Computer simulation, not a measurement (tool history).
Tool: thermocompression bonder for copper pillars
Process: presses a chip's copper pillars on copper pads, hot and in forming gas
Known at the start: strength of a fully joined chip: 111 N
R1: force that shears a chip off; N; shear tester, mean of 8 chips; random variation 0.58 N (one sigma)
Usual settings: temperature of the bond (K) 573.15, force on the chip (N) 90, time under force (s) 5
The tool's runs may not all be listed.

Run 1, day 0: usual settings. Result: R1 78 N.
Run 2, day 0.375: usual settings. Result: R1 77.2 N.
Run 3, day 0.646: usual settings. Result: R1 77.2 N.
Run 4, day 1.083: usual settings but temperature of the bond (K) 547.15. Result: R1 64.5 N.
Run 5, day 1.367: usual settings but temperature of the bond (K) 547.15. Result: R1 64.1 N.
Run 6, day 1.608: usual settings but temperature of the bond (K) 547.15. Result: R1 65.1 N.
Run 7, day 1.979: usual settings but temperature of the bond (K) 585.15. Result: R1 83.2 N.
Run 8, day 2.204: usual settings. Result: R1 76.4 N.
Run 9, day 2.521: usual settings. Result: R1 77 N.
Run 10, day 2.979: usual settings but force on the chip (N) 74. Result: R1 72.8 N.
Run 11, day 3.471: usual settings but temperature of the bond (K) 551.15. Result: R1 65.9 N.
Run 12, day 3.95: usual settings but temperature of the bond (K) 551.15, force on the chip (N) 115. Result: R1 70.7 N.
Run 13, day 4.208: usual settings but temperature of the bond (K) 551.15, force on the chip (N) 115. Result: R1 71.3 N.
At day 4.312: forming gas filter changed.
Run 14, day 4.438: usual settings but temperature of the bond (K) 551.15, force on the chip (N) 115. Result: R1 76.2 N.
Run 15, day 4.867: usual settings but temperature of the bond (K) 551.15, force on the chip (N) 115. Result: R1 75.3 N.
Run 16, day 5.1: usual settings but force on the chip (N) 69. Result: R1 73.1 N.
Run 17, day 5.471: usual settings but force on the chip (N) 69. Result: R1 74 N.
Run 18, day 5.771: usual settings but force on the chip (N) 69. Result: R1 73.6 N.
Run 19, day 6.038: usual settings. Result: R1 80.3 N.
Run 20, day 6.442: usual settings. Result: R1 78.9 N.
Run 21, day 6.712: usual settings but temperature of the bond (K) 574.15, force on the chip (N) 83, time under force (s) 7. Result: R1 84.5 N.
Run 22, day 6.996: usual settings but temperature of the bond (K) 590.15, force on the chip (N) 123. Result: R1 92.9 N.
Run 23, day 7.5: usual settings but force on the chip (N) 60, time under force (s) 8. Result: R1 79.6 N.
Run 24, day 7.9: usual settings but temperature of the bond (K) 564.15, force on the chip (N) 94. Result: R1 77.1 N.
Run 25, day 8.138: usual settings but temperature of the bond (K) 564.15, force on the chip (N) 94. Result: R1 76.1 N.
Run 26, day 8.471: usual settings but temperature of the bond (K) 564.15, force on the chip (N) 94. Result: R1 75.3 N.
Run 27, day 8.846: usual settings but temperature of the bond (K) 564.15, force on the chip (N) 94. Result: R1 76.2 N.
Run 28, day 9.158: usual settings but temperature of the bond (K) 564.15, force on the chip (N) 94. Result: R1 75.9 N.
Run 29, day 9.408: usual settings but temperature of the bond (K) 581.15, force on the chip (N) 108, time under force (s) 8. Result: R1 94.9 N.
Run 30, day 9.758: usual settings but temperature of the bond (K) 581.15, force on the chip (N) 108, time under force (s) 8. Result: R1 94.7 N.
Run 31, day 10.121: usual settings but temperature of the bond (K) 552.15, force on the chip (N) 68, time under force (s) 4. Result: R1 57.1 N.
Run 32, day 10.483: usual settings but temperature of the bond (K) 587.15. Result: R1 84.9 N.
Run 33, day 10.938: usual settings but temperature of the bond (K) 577.15, time under force (s) 7. Result: R1 86.9 N.
Run 34, day 11.267: usual settings but temperature of the bond (K) 577.15, time under force (s) 7. Result: R1 86.2 N.
Run 35, day 11.621: usual settings but temperature of the bond (K) 599.15, force on the chip (N) 120, time under force (s) 3. Result: R1 86.6 N.
Run 36, day 12.021: usual settings but temperature of the bond (K) 572.15, force on the chip (N) 89. Result: R1 78 N.
Run 37, day 12.533: usual settings but time under force (s) 12. Result: R1 93.7 N.
Run 38, day 12.8: usual settings but force on the chip (N) 63. Result: R1 70.9 N.
Run 39, day 13.071: usual settings but temperature of the bond (K) 572.15, force on the chip (N) 102, time under force (s) 3. Result: R1 71.1 N.

The same runs without the tool's hidden state, with the same run-to-run variation:
The hidden state here: true temperature of the bond over the reading, C; force that reaches the chip, % of what is set; oxide that the forming gas leaves, % of the face; drift of the gauge itself on shear_n, %.
run    R1
  1  82.5
  2  81.7
  3  81.8
  4  68.8
  5  68.5
  6  69.5
  7  88.3
  8  81.4
  9  82.1
 10  77.8
 11  70.9
 12    76
 13  76.8
 14  77.9
 15  77.1
 16  74.8
 17  75.8
 18  75.5
 19  82.3
 20  80.9
 21  86.5
 22  94.7
 23    82
 24  79.6
 25  78.7
 26    78
 27    79
 28  78.8
 29  97.3
 30  97.2
 31  60.1
 32  87.8
 33  90.1
 34  89.4
 35  89.7
 36  81.6
 37    97
 38  74.6
 39    75

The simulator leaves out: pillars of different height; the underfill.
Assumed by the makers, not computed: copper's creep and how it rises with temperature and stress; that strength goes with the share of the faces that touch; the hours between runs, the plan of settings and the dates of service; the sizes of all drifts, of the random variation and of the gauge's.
